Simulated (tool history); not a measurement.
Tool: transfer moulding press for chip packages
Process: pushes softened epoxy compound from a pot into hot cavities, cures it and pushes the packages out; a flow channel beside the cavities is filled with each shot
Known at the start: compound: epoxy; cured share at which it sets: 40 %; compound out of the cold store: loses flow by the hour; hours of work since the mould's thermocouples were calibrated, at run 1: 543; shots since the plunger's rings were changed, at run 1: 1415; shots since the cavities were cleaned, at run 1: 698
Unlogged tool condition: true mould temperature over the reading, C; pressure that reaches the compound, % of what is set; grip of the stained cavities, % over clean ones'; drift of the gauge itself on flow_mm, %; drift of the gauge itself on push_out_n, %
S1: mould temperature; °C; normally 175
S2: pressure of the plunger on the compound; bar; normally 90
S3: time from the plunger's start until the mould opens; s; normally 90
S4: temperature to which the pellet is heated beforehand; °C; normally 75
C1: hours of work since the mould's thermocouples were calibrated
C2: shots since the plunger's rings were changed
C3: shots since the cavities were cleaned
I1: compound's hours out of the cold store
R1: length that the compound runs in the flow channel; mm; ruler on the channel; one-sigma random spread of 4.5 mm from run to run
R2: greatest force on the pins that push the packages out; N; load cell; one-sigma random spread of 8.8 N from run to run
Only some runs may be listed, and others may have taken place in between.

run 1 hour=0 | S1=175 S2=90 S3=90 S4=75 | C1=543 C2=1415 C3=698 | I1=39.1 | R1=632 R2=613
-- hour=7.4 cavities cleaned with cleaning compound and waxed
-- hour=51.3 mould's thermocouples calibrated
run 2 hour=66.2 | S1=175 S2=90 S3=90 S4=75 | C1=8 C2=2117 C3=636 | I1=25.1 | R1=650 R2=653
-- hour=76.8 cavities cleaned with cleaning compound and waxed
run 3 hour=131.3 | S1=175 S2=90 S3=90 S4=75 | C1=42 C2=2829 C3=610 | I1=13.3 | R1=668 R2=677
-- hour=143.2 cavities cleaned with cleaning compound and waxed
-- hour=154.8 plunger's sealing rings changed
run 4 hour=185.5 | S1=175 S2=90 S3=90 S4=75 | C1=69 C2=344 C3=445 | I1=24.1 | R1=673 R2=612
-- hour=216.7 cavities cleaned with cleaning compound and waxed
run 5 hour=225 | S1=175 S2=90 S3=90 S4=75 | C1=90 C2=769 C3=93 | I1=37.4 | R1=644 R2=489
-- hour=283.4 cavities cleaned with cleaning compound and waxed
run 6 hour=283.4 | S1=175 S2=90 S3=90 S4=75 | C1=121 C2=1406 C3=0 | I1=41.2 | R1=621 R2=423
run 7 hour=340.7 | S1=175 S2=90 S3=90 S4=75 | C1=151 C2=2047 C3=641 | I1=42.1 | R1=617 R2=641
-- hour=352.7 cavities cleaned with cleaning compound and waxed
run 8 hour=373.1 | S1=175 S2=90 S3=90 S4=72 | C1=168 C2=2392 C3=228 | I1=43.4 | R1=615 R2=562
-- hour=407.5 mould's thermocouples calibrated, once more
-- hour=422.4 cavities cleaned with cleaning compound and waxed
run 9 hour=423.8 | S1=175 S2=90 S3=90 S4=75 | C1=8 C2=2921 C3=16 | I1=23.9 | R1=640 R2=428
-- hour=436.4 plunger's sealing rings changed
run 10 hour=458.9 | S1=175 S2=90 S3=90 S4=84 | C1=26 C2=251 C3=380 | I1=23 | R1=678 R2=569
-- hour=490.9 cavities cleaned with cleaning compound and waxed
run 11 hour=504.4 | S1=175 S2=90 S3=97 S4=75 | C1=49 C2=743 C3=151 | I1=44.4 | R1=624 R2=409
-- hour=558.9 cavities cleaned with cleaning compound and waxed
run 12 hour=563.6 | S1=175 S2=90 S3=97 S4=75 | C1=80 C2=1389 C3=52 | I1=44 | R1=618 R2=372
run 13 hour=613.6 | S1=175 S2=90 S3=97 S4=78 | C1=107 C2=1949 C3=612 | I1=30.2 | R1=646 R2=526
-- hour=625.1 cavities cleaned with cleaning compound and waxed
run 14 hour=661.9 | S1=179 S2=77 S3=97 S4=65 | C1=133 C2=2472 C3=412 | I1=9.3 | R1=628 R2=437
-- hour=692.1 cavities cleaned with cleaning compound and waxed
-- hour=714.4 plunger's sealing rings changed
run 15 hour=717.7 | S1=179 S2=77 S3=97 S4=65 | C1=160 C2=37 C3=258 | I1=39.3 | R1=586 R2=379
-- hour=765.1 cavities cleaned with cleaning compound and waxed
run 16 hour=773.9 | S1=176 S2=90 S3=90 S4=77 | C1=190 C2=650 C3=99 | I1=40.8 | R1=621 R2=423
-- hour=835 cavities cleaned with cleaning compound and waxed
run 17 hour=837.6 | S1=176 S2=90 S3=90 S4=77 | C1=224 C2=1346 C3=30 | I1=46.5 | R1=617 R2=396
run 18 hour=878.8 | S1=170 S2=90 S3=90 S4=77 | C1=246 C2=1807 C3=491 | I1=34.8 | R1=656 R2=860
-- hour=904.7 cavities cleaned with cleaning compound and waxed
run 19 hour=934.4 | S1=170 S2=90 S3=90 S4=77 | C1=275 C2=2412 C3=333 | I1=34.1 | R1=640 R2=775
-- hour=973.7 cavities cleaned with cleaning compound and waxed
-- hour=994.3 plunger's sealing rings changed
run 20 hour=1004.5 | S1=170 S2=90 S3=90 S4=77 | C1=310 C2=114 C3=316 | I1=33.3 | R1=662 R2=770
run 21 hour=1038.3 | S1=170 S2=90 S3=90 S4=77 | C1=329 C2=492 C3=694 | I1=23.1 | R1=680 R2=915
-- hour=1043.9 cavities cleaned with cleaning compound and waxed
-- hour=1109.8 cavities cleaned with cleaning compound and waxed
run 22 hour=1110.5 | S1=175 S2=90 S3=90 S4=79 | C1=366 C2=1266 C3=8 | I1=10.5 | R1=705 R2=456
-- hour=1175.5 cavities cleaned with cleaning compound and waxed
run 23 hour=1175.5 | S1=175 S2=90 S3=120 S4=75 | C1=400 C2=1976 C3=0 | I1=35.2 | R1=633 R2=296
run 24 hour=1218 | S1=175 S2=102 S3=120 S4=75 | C1=423 C2=2452 C3=476 | I1=23.5 | R1=681 R2=393
-- hour=1244.6 cavities cleaned with cleaning compound and waxed
run 25 hour=1265 | S1=169 S2=102 S3=120 S4=81 | C1=448 C2=2962 C3=229 | I1=29.3 | R1=682 R2=423
-- hour=1273.5 plunger's sealing rings changed
run 26 hour=1310.7 | S1=175 S2=90 S3=92 S4=75 | C1=471 C2=416 C3=712 | I1=27.4 | R1=659 R2=617

Describe how what the log doesn't record of the tool's condition differs between the last listed run preceding each entry between runs and the first listed run following it.
From run 1 to run 2: cavities cleaned with cleaning compound and waxed (hour 7.4); mould's thermocouples calibrated (hour 51.3)
  true mould temperature over the reading, C: -1.13 -> -1.42; pressure that reaches the compound, % of what is set: 95.52 -> 93.1; grip of the stained cavities, % over clean ones': 47.3 -> 47.5
  measured minus no-state result, R1: -11 -> -20 mm; R2: +228 -> +252 N
From run 2 to run 3: cavities cleaned with cleaning compound and waxed (hour 76.8)
  true mould temperature over the reading, C: -1.42 -> -1.48; pressure that reaches the compound, % of what is set: 93.1 -> 90.66; grip of the stained cavities, % over clean ones': 47.5 -> 44.8
  measured minus no-state result, R1: -20 -> -29 mm; R2: +252 -> +255 N
From run 3 to run 4: cavities cleaned with cleaning compound and waxed (hour 143.2); plunger's sealing rings changed (hour 154.8)
  true mould temperature over the reading, C: -1.48 -> -1.53; pressure that reaches the compound, % of what is set: 90.66 -> 98.66; grip of the stained cavities, % over clean ones': 44.8 -> 39.8
  measured minus no-state result, R1: -29 -> -1 mm; R2: +255 -> +216 N
From run 4 to run 5: cavities cleaned with cleaning compound and waxed (hour 216.7)
  true mould temperature over the reading, C: -1.53 -> -1.56; pressure that reaches the compound, % of what is set: 98.66 -> 97.18; grip of the stained cavities, % over clean ones': 39.8 -> 11.9
  measured minus no-state result, R1: -1 -> -5 mm; R2: +216 -> +94 N
From run 5 to run 6: cavities cleaned with cleaning compound and waxed (hour 283.4)
  true mould temperature over the reading, C: -1.56 -> -1.61; pressure that reaches the compound, % of what is set: 97.18 -> 95.31; grip of the stained cavities, % over clean ones': 11.9 -> 0.6
  measured minus no-state result, R1: -5 -> -11 mm; R2: +94 -> +44 N
From run 7 to run 8: cavities cleaned with cleaning compound and waxed (hour 352.7)
  true mould temperature over the reading, C: -1.67 -> -1.69; pressure that reaches the compound, % of what is set: 93.22 -> 92.05; grip of the stained cavities, % over clean ones': 46.8 -> 27
  measured minus no-state result, R1: -17 -> -21 mm; R2: +246 -> +163 N
From run 8 to run 9: mould's thermocouples calibrated, once more (hour 407.5); cavities cleaned with cleaning compound and waxed (hour 422.4)
  true mould temperature over the reading, C: -1.69 -> -0.24; pressure that reaches the compound, % of what is set: 92.05 -> 90.43; grip of the stained cavities, % over clean ones': 27 -> 5.1
  measured minus no-state result, R1: -21 -> -33 mm; R2: +163 -> +27 N
From run 9 to run 10: plunger's sealing rings changed (hour 436.4)
  true mould temperature over the reading, C: -0.24 -> -0.27; pressure that reaches the compound, % of what is set: 90.43 -> 99.06; grip of the stained cavities, % over clean ones': 5.1 -> 35.5
  measured minus no-state result, R1: -33 -> -2 mm; R2: +27 -> +154 N
From run 10 to run 11: cavities cleaned with cleaning compound and waxed (hour 490.9)
  true mould temperature over the reading, C: -0.27 -> -0.31; pressure that reaches the compound, % of what is set: 99.06 -> 97.52; grip of the stained cavities, % over clean ones': 35.5 -> 19.9
  measured minus no-state result, R1: -2 -> -7 mm; R2: +154 -> +73 N
From run 11 to run 12: cavities cleaned with cleaning compound and waxed (hour 558.9)
  true mould temperature over the reading, C: -0.31 -> -0.36; pressure that reaches the compound, % of what is set: 97.52 -> 95.41; grip of the stained cavities, % over clean ones': 19.9 -> 7.7
  measured minus no-state result, R1: -7 -> -14 mm; R2: +73 -> +32 N
From run 13 to run 14: cavities cleaned with cleaning compound and waxed (hour 625.1)
  true mould temperature over the reading, C: -0.41 -> -0.46; pressure that reaches the compound, % of what is set: 93.72 -> 91.83; grip of the stained cavities, % over clean ones': 46 -> 36.8
  measured minus no-state result, R1: -20 -> -26 mm; R2: +173 -> +121 N
From run 14 to run 15: cavities cleaned with cleaning compound and waxed (hour 692.1); plunger's sealing rings changed (hour 714.4)
  true mould temperature over the reading, C: -0.46 -> -0.51; pressure that reaches the compound, % of what is set: 91.83 -> 99.71; grip of the stained cavities, % over clean ones': 36.8 -> 27.2
  measured minus no-state result, R1: -26 -> +0 mm; R2: +121 -> +84 N
From run 15 to run 16: cavities cleaned with cleaning compound and waxed (hour 765.1)
  true mould temperature over the reading, C: -0.51 -> -0.56; pressure that reaches the compound, % of what is set: 99.71 -> 97.95; grip of the stained cavities, % over clean ones': 27.2 -> 11.3
  measured minus no-state result, R1: +0 -> -5 mm; R2: +84 -> +55 N
From run 16 to run 17: cavities cleaned with cleaning compound and waxed (hour 835)
  true mould temperature over the reading, C: -0.56 -> -0.62; pressure that reaches the compound, % of what is set: 97.95 -> 95.7; grip of the stained cavities, % over clean ones': 11.3 -> 6.6
  measured minus no-state result, R1: -5 -> -12 mm; R2: +55 -> +37 N
From run 18 to run 19: cavities cleaned with cleaning compound and waxed (hour 904.7)
  true mould temperature over the reading, C: -0.65 -> -0.7; pressure that reaches the compound, % of what is set: 94.19 -> 92.26; grip of the stained cavities, % over clean ones': 42.6 -> 32
  measured minus no-state result, R1: -18 -> -24 mm; R2: +284 -> +215 N
From run 19 to run 20: cavities cleaned with cleaning compound and waxed (hour 973.7); plunger's sealing rings changed (hour 994.3)
  true mould temperature over the reading, C: -0.7 -> -0.77; pressure that reaches the compound, % of what is set: 92.26 -> 98.52; grip of the stained cavities, % over clean ones': 32 -> 32.5
  measured minus no-state result, R1: -24 -> -3 mm; R2: +215 -> +221 N
From run 21 to run 22: cavities cleaned with cleaning compound and waxed (hour 1043.9); cavities cleaned with cleaning compound and waxed (hour 1109.8)
  true mould temperature over the reading, C: -0.8 -> -0.86; pressure that reaches the compound, % of what is set: 97.3 -> 94.84; grip of the stained cavities, % over clean ones': 49.3 -> 2
  measured minus no-state result, R1: -7 -> -16 mm; R2: +335 -> +34 N
From run 22 to run 23: cavities cleaned with cleaning compound and waxed (hour 1175.5)
  true mould temperature over the reading, C: -0.86 -> -0.92; pressure that reaches the compound, % of what is set: 94.84 -> 92.7; grip of the stained cavities, % over clean ones': 2 -> 5.5
  measured minus no-state result, R1: -16 -> -22 mm; R2: +34 -> +20 N
From run 24 to run 25: cavities cleaned with cleaning compound and waxed (hour 1244.6)
  true mould temperature over the reading, C: -0.96 -> -1; pressure that reaches the compound, % of what is set: 91.31 -> 89.53; grip of the stained cavities, % over clean ones': 42.2 -> 23.2
  measured minus no-state result, R1: -29 -> -35 mm; R2: +124 -> +97 N
From run 25 to run 26: plunger's sealing rings changed (hour 1273.5)
  true mould temperature over the reading, C: -1 -> -1.04; pressure that reaches the compound, % of what is set: 89.53 -> 98.39; grip of the stained cavities, % over clean ones': 23.2 -> 48.7
  measured minus no-state result, R1: -35 -> -2 mm; R2: +97 -> +225 N
